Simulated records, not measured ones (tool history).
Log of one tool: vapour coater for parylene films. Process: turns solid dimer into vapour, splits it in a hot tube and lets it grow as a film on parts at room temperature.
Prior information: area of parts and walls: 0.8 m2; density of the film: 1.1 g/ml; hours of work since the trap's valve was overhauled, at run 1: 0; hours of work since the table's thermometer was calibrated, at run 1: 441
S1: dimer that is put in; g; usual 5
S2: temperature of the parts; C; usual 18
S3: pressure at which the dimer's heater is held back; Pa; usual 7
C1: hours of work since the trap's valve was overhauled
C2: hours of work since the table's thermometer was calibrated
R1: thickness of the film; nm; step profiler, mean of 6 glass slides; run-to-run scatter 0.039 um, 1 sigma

run     day  S1  S2    S3   C1    C2    R1
  1       0   5  18     7    0   441  4140
  2   1.642   5  18     7   29   470  4150
  3   3.112   5  18     7   55   497  4120
  4   5.671   5  18     7  101   542  4060
  5   8.562   3  18     7  152   593  2410
  6  10.238   5  18     7  181   623  4040
  7   12.55   5  18     7  222   664  3940
  8  14.479   5  18     7  257   698  3990
  9  16.883   5  18     7  299   741  3950
 10  19.629   5  18     7  348   789  3860
 11  21.396   5  19     7  379   821  3760
 12  23.029   8  19     7  408   850  5710
 13  25.938   5  18  6.27  460   901  3810
 14  28.317   5  18     7  502   943  3720
     29.404  -- trap's valve overhauled
 15  30.471   5  18     7   19   979  4060
 16  32.254   5  18     7   50  1010  4040
 17  33.525   6  18     7   73  1033  4890
 18  36.133   6  18     7  119  1079  4860
 19  38.046   6  18     7  153  1113  4740
 20  40.921   6  15  4.97  204  1164  5590
 21  42.912   3  12  7.44  239  1199  3010
 22  45.462   3  11  7.55  285  1244  3170

Estimate the outcome of run 23 from the log above:
 23  48.25   5  18  7.79  334  1294   ?

Run 23 gave R1 3740 nm.
Take away the tool's hidden state, keep the run-to-run variation as it was, and the same run would have given R1 4150 nm.
